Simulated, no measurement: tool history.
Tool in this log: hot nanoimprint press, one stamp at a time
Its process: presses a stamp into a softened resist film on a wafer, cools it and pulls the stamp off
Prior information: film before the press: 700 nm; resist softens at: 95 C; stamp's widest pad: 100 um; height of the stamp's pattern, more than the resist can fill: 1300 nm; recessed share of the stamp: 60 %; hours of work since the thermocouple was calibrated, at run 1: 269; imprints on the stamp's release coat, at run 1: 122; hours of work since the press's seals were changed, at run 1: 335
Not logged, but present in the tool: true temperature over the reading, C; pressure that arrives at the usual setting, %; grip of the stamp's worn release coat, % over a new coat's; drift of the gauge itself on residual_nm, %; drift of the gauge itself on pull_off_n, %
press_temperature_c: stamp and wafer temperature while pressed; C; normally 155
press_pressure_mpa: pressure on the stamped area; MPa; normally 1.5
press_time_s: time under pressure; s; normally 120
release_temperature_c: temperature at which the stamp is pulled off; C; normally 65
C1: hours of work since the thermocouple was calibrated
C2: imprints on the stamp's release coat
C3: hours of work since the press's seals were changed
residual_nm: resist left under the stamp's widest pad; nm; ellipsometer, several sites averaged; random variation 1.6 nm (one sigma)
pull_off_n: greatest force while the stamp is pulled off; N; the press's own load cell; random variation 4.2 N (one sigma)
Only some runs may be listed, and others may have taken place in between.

Run 1, hour 0: usual settings; C1 269; C2 122; C3 335. Result: residual_nm 265.9 nm, pull_off_n 214 N.
At hour 26.5: plate thermocouple calibrated.
Run 2, hour 35.1: usual settings but press_pressure_mpa 2.34 MPa; C1 5; C2 247; C3 354. Result: residual_nm 207.7 nm, pull_off_n 218 N.
Run 3, hour 80.3: usual settings but press_pressure_mpa 2.34 MPa; C1 32; C2 422; C3 381. Result: residual_nm 205.3 nm, pull_off_n 225 N.
Run 4, hour 106: usual settings but press_pressure_mpa 2.34 MPa; C1 47; C2 522; C3 396. Result: residual_nm 208.2 nm, pull_off_n 231 N.
Run 5, hour 150.3: usual settings but release_temperature_c 58 C; C1 74; C2 694; C3 423. Result: residual_nm 252.3 nm, pull_off_n 291 N.
Run 6, hour 196.5: usual settings but release_temperature_c 58 C; C1 101; C2 873; C3 450. Result: residual_nm 254.7 nm, pull_off_n 290 N.
Run 7, hour 230.9: usual settings but press_temperature_c 163 C; C1 122; C2 1006; C3 471. Result: residual_nm 182.5 nm, pull_off_n 259 N.
Run 8, hour 276.5: usual settings but press_temperature_c 163 C; C1 149; C2 1183; C3 498. Result: residual_nm 182 nm, pull_off_n 278 N.
Run 9, hour 301.9: usual settings but press_temperature_c 163 C; C1 164; C2 1282; C3 513. Result: residual_nm 187.2 nm, pull_off_n 283 N.
At hour 314.4: stamp cleaned and given a new release coat.
Run 10, hour 349.7: usual settings but press_temperature_c 163 C; C1 189; C2 137; C3 538. Result: residual_nm 184.9 nm, pull_off_n 214 N.
Run 11, hour 397.5: usual settings but press_temperature_c 163 C; C1 218; C2 322; C3 567. Result: residual_nm 186.7 nm, pull_off_n 226 N.
At hour 425.5: press's hydraulic seals changed and the load cell set to zero.
Run 12, hour 452.6: usual settings but press_temperature_c 163 C; C1 246; C2 505; C3 16. Result: residual_nm 187 nm, pull_off_n 232 N.
Run 13, hour 477.2: usual settings but press_temperature_c 163 C; C1 261; C2 601; C3 31. Result: residual_nm 187.6 nm, pull_off_n 240 N.
At hour 517.9: plate thermocouple calibrated.
Run 14, hour 520.4: usual settings but press_temperature_c 163 C; C1 1; C2 757; C3 55. Result: residual_nm 177.1 nm, pull_off_n 253 N.
Run 15, hour 543.7: usual settings but press_temperature_c 163 C; C1 15; C2 847; C3 69. Result: residual_nm 179.7 nm, pull_off_n 249 N.
Run 16, hour 590.1: usual settings but press_temperature_c 163 C; C1 43; C2 1027; C3 96. Result: residual_nm 180.3 nm, pull_off_n 258 N.
Run 17, hour 620: usual settings but press_temperature_c 163 C; C1 61; C2 1144; C3 114. Result: residual_nm 179.2 nm, pull_off_n 268 N.
Run 18, hour 658.2: usual settings but press_temperature_c 163 C, press_time_s 75 s, release_temperature_c 73 C; C1 84; C2 1292; C3 137. Result: residual_nm 224.4 nm, pull_off_n 219 N.
At hour 668: stamp cleaned and given a new release coat.
Run 19, hour 683.9: usual settings but press_temperature_c 163 C, press_time_s 75 s, release_temperature_c 73 C; C1 96; C2 62; C3 149. Result: residual_nm 223.3 nm, pull_off_n 165 N.
Run 20, hour 717: usual settings but press_temperature_c 154 C, press_pressure_mpa 1.32 MPa, press_time_s 107 s, release_temperature_c 60 C; C1 115; C2 190; C3 169. Result: residual_nm 296.5 nm, pull_off_n 254 N.
Run 21, hour 753.9: usual settings but press_temperature_c 154 C, press_pressure_mpa 1.32 MPa, press_time_s 107 s, release_temperature_c 60 C; C1 137; C2 334; C3 191. Result: residual_nm 299.3 nm, pull_off_n 261 N.
Run 22, hour 785.9: usual settings but press_temperature_c 154 C, press_pressure_mpa 1.32 MPa, press_time_s 145 s, release_temperature_c 50 C; C1 156; C2 458; C3 210. Result: residual_nm 266.8 nm, pull_off_n 328 N.
Run 23, hour 807.4: usual settings but press_temperature_c 154 C, press_pressure_mpa 1.32 MPa, press_time_s 126 s, release_temperature_c 50 C; C1 169; C2 541; C3 223. Result: residual_nm 280.9 nm, pull_off_n 340 N.
Run 24, hour 832.6: usual settings but press_temperature_c 145 C, press_pressure_mpa 1.07 MPa, press_time_s 210 s; C1 184; C2 639; C3 238. Result: residual_nm 364.8 nm, pull_off_n 245 N.
Run 25, hour 860.5: usual settings but press_temperature_c 145 C, press_pressure_mpa 1.07 MPa, press_time_s 210 s; C1 201; C2 747; C3 254. Result: residual_nm 369.5 nm, pull_off_n 258 N.
Run 26, hour 892.8: usual settings but press_temperature_c 165 C, press_pressure_mpa 1.14 MPa, press_time_s 64 s, release_temperature_c 63 C; C1 220; C2 873; C3 273. Result: residual_nm 257.7 nm, pull_off_n 277 N.
Run 27, hour 927.9: usual settings but press_temperature_c 149 C, release_temperature_c 63 C; C1 241; C2 1009; C3 294. Result: residual_nm 338.4 nm, pull_off_n 280 N.
Run 28, hour 969.5: usual settings but press_temperature_c 160 C, press_time_s 139 s; C1 266; C2 1170; C3 319. Result: residual_nm 201.6 nm, pull_off_n 282 N.
Run 29, hour 994: usual settings but press_temperature_c 160 C, press_time_s 139 s; C1 281; C2 1265; C3 334. Result: residual_nm 198.9 nm, pull_off_n 283 N.

Forecast each of these 4 alternatives for the next run:
At hour 999.6: plate thermocouple calibrated.
At hour 1012.9: stamp cleaned and given a new release coat.
Run A, hour 1033.6: usual settings but press_temperature_c 151 C, press_time_s 73 s; C1 17; C2 80; C3 352. Result: residual_nm ?, pull_off_n ?.
At hour 999.6: plate thermocouple calibrated.
At hour 1012.9: stamp cleaned and given a new release coat.
Run B, hour 1033.6: usual settings but press_temperature_c 160 C, press_pressure_mpa 1.86 MPa, press_time_s 139 s, release_temperature_c 67 C; C1 17; C2 80; C3 352. Result: residual_nm ?, pull_off_n ?.
At hour 999.6: plate thermocouple calibrated.
At hour 1012.9: stamp cleaned and given a new release coat.
Run C, hour 1033.6: usual settings but press_pressure_mpa 1.22 MPa, press_time_s 139 s, release_temperature_c 51 C; C1 17; C2 80; C3 352. Result: residual_nm ?, pull_off_n ?.
At hour 999.6: plate thermocouple calibrated.
At hour 1012.9: stamp cleaned and given a new release coat.
Run D, hour 1033.6: usual settings but press_time_s 131 s; C1 17; C2 80; C3 352. Result: residual_nm ?, pull_off_n ?.

run  residual_nm  pull_off_n
  A        366.6         204
  B        175.4         197
  C        263.1         294
  D        244.2         203
The same runs, with their run-to-run variation unchanged, on a tool lacking any hidden condition would have given:
run  residual_nm  pull_off_n
  A        359.4         199
  B        170.7         192
  C        257.8         286
  D        238.5         197
